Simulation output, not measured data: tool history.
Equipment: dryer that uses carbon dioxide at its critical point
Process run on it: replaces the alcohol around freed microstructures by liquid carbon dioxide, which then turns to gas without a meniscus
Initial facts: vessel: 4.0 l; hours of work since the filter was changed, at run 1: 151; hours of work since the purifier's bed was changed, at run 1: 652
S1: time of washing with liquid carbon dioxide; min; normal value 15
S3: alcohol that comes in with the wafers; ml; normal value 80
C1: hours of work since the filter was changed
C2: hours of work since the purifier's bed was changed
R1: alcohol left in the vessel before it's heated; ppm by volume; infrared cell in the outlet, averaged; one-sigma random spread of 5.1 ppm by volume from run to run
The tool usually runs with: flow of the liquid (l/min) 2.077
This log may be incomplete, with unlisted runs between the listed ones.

run 1 hour=0 | S1=15 flow_of_the_liquid_(l/min)=2.077 S3=80 | C1=151 C2=652 | R1=171
run 2 hour=11.7 | S1=15 flow_of_the_liquid_(l/min)=2.077 S3=80 | C1=160 C2=661 | R1=177
-- hour=27.2 inlet filter changed
run 3 hour=31.8 | S1=15 flow_of_the_liquid_(l/min)=2.077 S3=80 | C1=4 C2=676 | R1=106
run 4 hour=50.1 | S1=15 flow_of_the_liquid_(l/min)=2.077 S3=80 | C1=18 C2=690 | R1=111
run 5 hour=71.9 | S1=15 flow_of_the_liquid_(l/min)=2.077 S3=80 | C1=35 C2=707 | R1=116
run 6 hour=90 | S1=15 flow_of_the_liquid_(l/min)=2.077 S3=80 | C1=49 C2=721 | R1=121
run 7 hour=99.4 | S1=15 flow_of_the_liquid_(l/min)=2.077 S3=80 | C1=56 C2=728 | R1=119
run 8 hour=113.1 | S1=15 flow_of_the_liquid_(l/min)=2.44 S3=80 | C1=66 C2=739 | R1=75
run 9 hour=128.4 | S1=15 flow_of_the_liquid_(l/min)=2.44 S3=80 | C1=78 C2=751 | R1=78
run 10 hour=142.9 | S1=15 flow_of_the_liquid_(l/min)=2.077 S3=80 | C1=89 C2=762 | R1=143
run 11 hour=158.6 | S1=15 flow_of_the_liquid_(l/min)=2.077 S3=32 | C1=102 C2=774 | R1=83
run 12 hour=175.9 | S1=15 flow_of_the_liquid_(l/min)=2.077 S3=40 | C1=115 C2=787 | R1=99
run 13 hour=187.1 | S1=15 flow_of_the_liquid_(l/min)=2.077 S3=40 | C1=124 C2=796 | R1=114
run 14 hour=197.8 | S1=15 flow_of_the_liquid_(l/min)=3.04 S3=40 | C1=132 C2=804 | R1=53
run 15 hour=216.6 | S1=15 flow_of_the_liquid_(l/min)=3.04 S3=40 | C1=147 C2=819 | R1=55
run 16 hour=231.9 | S1=11 flow_of_the_liquid_(l/min)=3.32 S3=57 | C1=158 C2=831 | R1=83
run 17 hour=247.2 | S1=13 flow_of_the_liquid_(l/min)=2.67 S3=80 | C1=170 C2=843 | R1=121
-- hour=249.7 inlet filter changed
run 18 hour=265.9 | S1=16 flow_of_the_liquid_(l/min)=2.67 S3=68 | C1=13 C2=856 | R1=48
run 19 hour=288.4 | S1=18 flow_of_the_liquid_(l/min)=2.67 S3=26 | C1=30 C2=874 | R1=46
run 20 hour=298.6 | S1=18 flow_of_the_liquid_(l/min)=2.67 S3=26 | C1=38 C2=882 | R1=54
run 21 hour=320.6 | S1=18 flow_of_the_liquid_(l/min)=2.67 S3=26 | C1=55 C2=899 | R1=47
run 22 hour=334.2 | S1=18 flow_of_the_liquid_(l/min)=2.67 S3=26 | C1=65 C2=909 | R1=55

Forecast run 23:
run 23 hour=348.7 | S1=18 flow_of_the_liquid_(l/min)=2.67 S3=26 | C1=77 C2=920 | R1=?

Run 23 came out at R1 56 ppm by volume.
The same run, on a tool lacking any hidden state, would have yielded R1 6 ppm by volume.
